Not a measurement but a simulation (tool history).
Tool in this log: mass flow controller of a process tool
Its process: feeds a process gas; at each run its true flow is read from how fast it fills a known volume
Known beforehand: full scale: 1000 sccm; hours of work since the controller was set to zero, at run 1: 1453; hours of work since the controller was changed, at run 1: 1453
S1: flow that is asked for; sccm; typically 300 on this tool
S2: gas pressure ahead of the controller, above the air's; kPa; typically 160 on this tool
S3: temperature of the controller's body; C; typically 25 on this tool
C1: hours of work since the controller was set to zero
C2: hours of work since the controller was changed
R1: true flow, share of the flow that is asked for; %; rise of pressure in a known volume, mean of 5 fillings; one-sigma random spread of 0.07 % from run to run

{"run": 1, "hour": 0.0, "S1": 300, "S2": 160, "S3": 25, "C1": 1453, "C2": 1453, "R1": 97.8}
{"run": 2, "hour": 88.9, "S1": 300, "S2": 160, "S3": 25, "C1": 1497, "C2": 1497, "R1": 97.81}
{"run": 3, "hour": 232.5, "S1": 300, "S2": 176, "S3": 25, "C1": 1569, "C2": 1569, "R1": 97.83}
{"run": 4, "hour": 329.9, "S1": 300, "S2": 176, "S3": 25, "C1": 1617, "C2": 1617, "R1": 97.81}
{"run": 5, "hour": 439.9, "S1": 300, "S2": 176, "S3": 25, "C1": 1672, "C2": 1672, "R1": 97.82}
{"run": 6, "hour": 618.6, "S1": 300, "S2": 176, "S3": 25, "C1": 1761, "C2": 1761, "R1": 97.87}
{"run": 7, "hour": 709.9, "S1": 300, "S2": 245, "S3": 25, "C1": 1806, "C2": 1806, "R1": 98.08}
{"run": 8, "hour": 799.1, "S1": 300, "S2": 245, "S3": 25, "C1": 1851, "C2": 1851, "R1": 98.06}
{"run": 9, "hour": 970.8, "S1": 300, "S2": 204, "S3": 25, "C1": 1936, "C2": 1936, "R1": 97.93}
{"run": 10, "hour": 1061.5, "S1": 300, "S2": 204, "S3": 25, "C1": 1982, "C2": 1982, "R1": 97.99}
{"run": 11, "hour": 1178.2, "S1": 300, "S2": 204, "S3": 25, "C1": 2040, "C2": 2040, "R1": 97.88}
{"run": 12, "hour": 1299.8, "S1": 300, "S2": 181, "S3": 25, "C1": 2100, "C2": 2100, "R1": 98.0}
{"run": 13, "hour": 1383.8, "S1": 300, "S2": 160, "S3": 25, "C1": 2142, "C2": 2142, "R1": 97.88}
{"run": 14, "hour": 1477.3, "S1": 300, "S2": 160, "S3": 25, "C1": 2189, "C2": 2189, "R1": 97.89}
{"run": 15, "hour": 1587.8, "S1": 300, "S2": 160, "S3": 25, "C1": 2244, "C2": 2244, "R1": 97.83}
{"run": 16, "hour": 1758.6, "S1": 300, "S2": 160, "S3": 25, "C1": 2329, "C2": 2329, "R1": 97.83}
{"run": 17, "hour": 1937.3, "S1": 300, "S2": 160, "S3": 25, "C1": 2418, "C2": 2418, "R1": 97.79}
{"run": 18, "hour": 2099.9, "S1": 300, "S2": 160, "S3": 25, "C1": 2499, "C2": 2499, "R1": 97.78}
{"run": 19, "hour": 2219.4, "S1": 300, "S2": 160, "S3": 25, "C1": 2559, "C2": 2559, "R1": 97.87}
{"run": 20, "hour": 2343.2, "S1": 347, "S2": 160, "S3": 25, "C1": 2620, "C2": 2620, "R1": 97.87}
{"run": 21, "hour": 2512.3, "S1": 347, "S2": 163, "S3": 25, "C1": 2705, "C2": 2705, "R1": 97.81}
{"run": 22, "hour": 2629.3, "S1": 300, "S2": 160, "S3": 25, "C1": 2763, "C2": 2763, "R1": 97.76}
{"run": 23, "hour": 2732.6, "S1": 300, "S2": 160, "S3": 25, "C1": 2815, "C2": 2815, "R1": 97.85}
{"run": 24, "hour": 2881.2, "S1": 300, "S2": 160, "S3": 25, "C1": 2889, "C2": 2889, "R1": 97.76}
{"run": 25, "hour": 2987.1, "S1": 222, "S2": 160, "S3": 24, "C1": 2941, "C2": 2941, "R1": 97.71}
{"run": 26, "hour": 3124.6, "S1": 417, "S2": 201, "S3": 32, "C1": 3010, "C2": 3010, "R1": 97.8}
{"run": 27, "hour": 3208.3, "S1": 417, "S2": 201, "S3": 32, "C1": 3052, "C2": 3052, "R1": 97.84}
{"run": 28, "hour": 3329.1, "S1": 130, "S2": 150, "S3": 23, "C1": 3112, "C2": 3112, "R1": 97.42}
{"run": 29, "hour": 3449.7, "S1": 785, "S2": 160, "S3": 25, "C1": 3172, "C2": 3172, "R1": 99.35}
{"run": 30, "hour": 3601.4, "S1": 143, "S2": 153, "S3": 25, "C1": 3247, "C2": 3247, "R1": 97.29}
{"run": 31, "hour": 3778.2, "S1": 206, "S2": 153, "S3": 28, "C1": 3336, "C2": 3336, "R1": 97.21}
{"run": 32, "hour": 3963.2, "S1": 784, "S2": 160, "S3": 25, "C1": 3428, "C2": 3428, "R1": 99.4}
{"run": 33, "hour": 4078.9, "S1": 784, "S2": 160, "S3": 25, "C1": 3485, "C2": 3485, "R1": 99.26}
{"run": 34, "hour": 4162.5, "S1": 300, "S2": 212, "S3": 33, "C1": 3527, "C2": 3527, "R1": 97.4}
{"run": 35, "hour": 4324.5, "S1": 300, "S2": 212, "S3": 33, "C1": 3608, "C2": 3608, "R1": 97.39}
{"run": 36, "hour": 4461.5, "S1": 300, "S2": 160, "S3": 30, "C1": 3676, "C2": 3676, "R1": 97.45}
{"run": 37, "hour": 4613.3, "S1": 153, "S2": 237, "S3": 28, "C1": 3752, "C2": 3752, "R1": 97.57}
{"run": 38, "hour": 4720.3, "S1": 153, "S2": 237, "S3": 39, "C1": 3805, "C2": 3805, "R1": 96.72}
{"run": 39, "hour": 4888.8, "S1": 153, "S2": 237, "S3": 39, "C1": 3889, "C2": 3889, "R1": 96.74}
{"run": 40, "hour": 5012.8, "S1": 153, "S2": 237, "S3": 39, "C1": 3951, "C2": 3951, "R1": 96.57}
{"run": 41, "hour": 5147.4, "S1": 153, "S2": 237, "S3": 39, "C1": 4018, "C2": 4018, "R1": 96.49}
{"run": 42, "hour": 5246.6, "S1": 153, "S2": 237, "S3": 39, "C1": 4067, "C2": 4067, "R1": 96.55}
{"run": 43, "hour": 5341.5, "S1": 924, "S2": 265, "S3": 31, "C1": 4115, "C2": 4115, "R1": 99.44}
{"run": 44, "hour": 5443.2, "S1": 924, "S2": 265, "S3": 31, "C1": 4165, "C2": 4165, "R1": 99.5}
{"run": 45, "hour": 5556.0, "S1": 290, "S2": 150, "S3": 32, "C1": 4221, "C2": 4221, "R1": 97.26}
{"run": 46, "hour": 5742.4, "S1": 528, "S2": 150, "S3": 26, "C1": 4314, "C2": 4314, "R1": 98.38}
{"run": 47, "hour": 5848.7, "S1": 528, "S2": 150, "S3": 26, "C1": 4367, "C2": 4367, "R1": 98.51}

Branching from run 47: 4 alternative next runs. What would each branch give?
{"run": "A", "hour": 5983.2, "S1": 484, "S2": 174, "S3": 36, "C1": 4434, "C2": 4434, "R1": "?"}
{"run": "B", "hour": 5983.2, "S1": 300, "S2": 147, "S3": 32, "C1": 4434, "C2": 4434, "R1": "?"}
{"run": "C", "hour": 5983.2, "S1": 300, "S2": 160, "S3": 26, "C1": 4434, "C2": 4434, "R1": "?"}
{"run": "D", "hour": 5983.2, "S1": 316, "S2": 162, "S3": 29, "C1": 4434, "C2": 4434, "R1": "?"}

run=A R1=97.56
run=B R1=97.24
run=C R1=97.69
run=D R1=97.54
Without the tool's hidden state the same runs would have given:
run=A R1=97.52
run=B R1=97.22
run=C R1=97.66
run=D R1=97.51
